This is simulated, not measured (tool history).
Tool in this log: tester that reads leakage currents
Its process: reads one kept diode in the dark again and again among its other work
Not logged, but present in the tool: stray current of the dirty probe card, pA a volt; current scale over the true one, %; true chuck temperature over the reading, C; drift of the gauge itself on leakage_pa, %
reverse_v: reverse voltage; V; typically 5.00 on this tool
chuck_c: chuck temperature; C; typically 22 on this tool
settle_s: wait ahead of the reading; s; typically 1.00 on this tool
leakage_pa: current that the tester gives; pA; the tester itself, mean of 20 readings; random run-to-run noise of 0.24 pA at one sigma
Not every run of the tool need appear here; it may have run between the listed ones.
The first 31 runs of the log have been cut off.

| run | hour | reverse_v | chuck_c | settle_s | hours of work since the probe card was cleaned | hours of work since the tester was calibrated | hours of work since the chuck was calibrated | leakage_pa |
|---|---|---|---|---|---|---|---|---|
| 32 | 5726.0 | 5.00 | 22 | 3.07 | 406 | 1239 | 896 | 102.18 |
| 33 | 5848.9 | 9.02 | 24 | 0.38 | 497 | 1330 | 987 | 171.48 |
| 34 | 6080.8 | 1.51 | 57 | 1.99 | 669 | 1502 | 1159 | 1176.49 |
|  | 6267.7 | chuck's temperature calibrated |
| 35 | 6321.0 | 1.51 | 57 | 1.99 | 845 | 1679 | 40 | 1180.75 |
| 36 | 6469.2 | 3.47 | 37 | 1.12 | 955 | 1789 | 149 | 343.38 |
| 37 | 6607.2 | 3.43 | 23 | 9.39 | 1058 | 1891 | 252 | 92.32 |
| 38 | 6766.5 | 15.33 | 22 | 7.97 | 1176 | 2009 | 370 | 185.59 |
| 39 | 7013.7 | 4.30 | 22 | 0.77 | 1359 | 2193 | 553 | 94.84 |
| 40 | 7230.0 | 2.18 | 52 | 4.11 | 1520 | 2353 | 714 | 961.38 |

Branching from run 40: 3 alternative next runs. What would each branch give?
| A | 7501.3 | 5.00 | 22 | 6.65 | 1721 | 2554 | 915 | ? |
| B | 7501.3 | 2.28 | 27 | 3.85 | 1721 | 2554 | 915 | ? |
| C | 7501.3 | 5.00 | 22 | 0.62 | 1721 | 2554 | 915 | ? |

| run | leakage_pa |
|---|---|
| A | 102.16 |
| B | 109.67 |
| C | 102.69 |
Take away the tool's hidden state, keep each run's random variation, and the runs would have read:
| run | leakage_pa |
|---|---|
| A | 102.27 |
| B | 109.84 |
| C | 102.80 |

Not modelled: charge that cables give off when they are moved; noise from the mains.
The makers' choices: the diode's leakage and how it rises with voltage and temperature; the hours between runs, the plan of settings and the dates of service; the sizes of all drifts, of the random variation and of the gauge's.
